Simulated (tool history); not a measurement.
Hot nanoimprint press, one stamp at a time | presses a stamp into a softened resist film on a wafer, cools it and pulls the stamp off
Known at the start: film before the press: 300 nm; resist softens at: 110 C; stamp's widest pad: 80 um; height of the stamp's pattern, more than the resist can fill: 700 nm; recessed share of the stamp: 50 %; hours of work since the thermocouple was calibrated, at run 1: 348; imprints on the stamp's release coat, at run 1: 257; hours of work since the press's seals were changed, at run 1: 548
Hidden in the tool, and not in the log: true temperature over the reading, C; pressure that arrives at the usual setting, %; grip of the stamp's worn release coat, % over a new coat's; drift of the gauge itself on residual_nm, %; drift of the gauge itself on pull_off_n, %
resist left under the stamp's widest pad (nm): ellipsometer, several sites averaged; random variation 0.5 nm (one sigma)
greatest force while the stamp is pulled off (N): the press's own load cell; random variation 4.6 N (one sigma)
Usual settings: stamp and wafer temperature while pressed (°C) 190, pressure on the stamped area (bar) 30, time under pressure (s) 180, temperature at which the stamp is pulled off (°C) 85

| run | hour | stamp and wafer temperature while pressed (°C) | pressure on the stamped area (bar) | time under pressure (s) | temperature at which the stamp is pulled off (°C) | hours of work since the thermocouple was calibrated | imprints on the stamp's release coat | hours of work since the press's seals were changed | resist left under the stamp's widest pad (nm) | greatest force while the stamp is pulled off (N) |
|---|---|---|---|---|---|---|---|---|---|---|
| 1 | 0 | 190 | 30 | 180 | 85 | 348 | 257 | 548 | 114.2 | 221 |
| 2 | 47 | 190 | 30 | 180 | 85 | 385 | 454 | 585 | 114.5 | 222 |
| 3 | 88.9 | 190 | 30 | 180 | 85 | 417 | 629 | 617 | 113.9 | 221 |
| 4 | 130.2 | 190 | 30 | 188 | 85 | 449 | 801 | 649 | 111.9 | 221 |
| 5 | 159.7 | 190 | 30 | 110 | 85 | 472 | 925 | 672 | 134.8 | 228 |
| 6 | 210.1 | 190 | 30 | 180 | 85 | 511 | 1135 | 711 | 113.3 | 232 |
|  | 271.3 | plate thermocouple calibrated |
| 7 | 278.5 | 190 | 30 | 180 | 85 | 6 | 1408 | 761 | 115.3 | 224 |
| 8 | 344.4 | 190 | 30 | 180 | 85 | 56 | 1684 | 812 | 114.6 | 222 |
|  | 367.3 | stamp cleaned and given a new release coat |
| 9 | 387.9 | 190 | 30 | 180 | 85 | 85 | 86 | 841 | 113.9 | 223 |
| 10 | 425.2 | 190 | 30 | 180 | 85 | 114 | 242 | 870 | 114 | 224 |
| 11 | 470.6 | 190 | 30 | 180 | 85 | 149 | 432 | 905 | 114.9 | 226 |
|  | 489.7 | press's hydraulic seals changed and the load cell set to zero |
| 12 | 541.8 | 190 | 30 | 180 | 85 | 198 | 696 | 40 | 114.5 | 223 |
| 13 | 573.1 | 190 | 30 | 180 | 83 | 222 | 826 | 64 | 113.3 | 242 |
| 14 | 638.4 | 190 | 30 | 180 | 83 | 273 | 1099 | 115 | 114.7 | 240 |
| 15 | 674.5 | 190 | 30 | 180 | 83 | 301 | 1250 | 143 | 114 | 238 |
| 16 | 742 | 190 | 30 | 180 | 74 | 353 | 1532 | 195 | 114.2 | 299 |
|  | 802.4 | stamp cleaned and given a new release coat |
| 17 | 813.1 | 200 | 30 | 270 | 85 | 403 | 45 | 245 | 69.2 | 225 |
| 18 | 862.6 | 200 | 30 | 270 | 85 | 441 | 252 | 283 | 69 | 226 |
| 19 | 893.5 | 200 | 30 | 270 | 85 | 465 | 381 | 307 | 69.6 | 225 |
| 20 | 942.6 | 200 | 31.5 | 270 | 80 | 503 | 586 | 345 | 68.7 | 248 |
| 21 | 1005.8 | 200 | 31.5 | 270 | 80 | 552 | 850 | 394 | 67.5 | 251 |
|  | 1014.4 | plate thermocouple calibrated |
| 22 | 1041.9 | 179 | 31.5 | 270 | 71 | 21 | 989 | 419 | 146.7 | 317 |
| 23 | 1082.5 | 190 | 44.4 | 180 | 85 | 53 | 1158 | 451 | 90.9 | 214 |
| 24 | 1124.6 | 190 | 44.4 | 180 | 85 | 85 | 1334 | 483 | 90.6 | 227 |
| 25 | 1171.7 | 190 | 30 | 180 | 76 | 121 | 1531 | 520 | 115.1 | 281 |
| 26 | 1221.1 | 190 | 33.2 | 180 | 70 | 160 | 1737 | 558 | 108.2 | 325 |
|  | 1230.7 | stamp cleaned and given a new release coat |
| 27 | 1274.4 | 190 | 33.2 | 181 | 71 | 196 | 183 | 594 | 106.9 | 318 |
| 28 | 1302.5 | 185 | 30 | 114 | 85 | 218 | 300 | 616 | 157.2 | 224 |

Forecast run 29:
| 29 | 1334.8 | 185 | 30 | 227 | 81 | 243 | 435 | 641 | ? | ? |

{"run 29": {"resist left under the stamp's widest pad (nm)": 127.1, "greatest force while the stamp is pulled off (N)": 252}}
Without the tool's hidden state the same run would have given resist left under the stamp's widest pad (nm) 127.2, greatest force while the stamp is pulled off (N) 251.

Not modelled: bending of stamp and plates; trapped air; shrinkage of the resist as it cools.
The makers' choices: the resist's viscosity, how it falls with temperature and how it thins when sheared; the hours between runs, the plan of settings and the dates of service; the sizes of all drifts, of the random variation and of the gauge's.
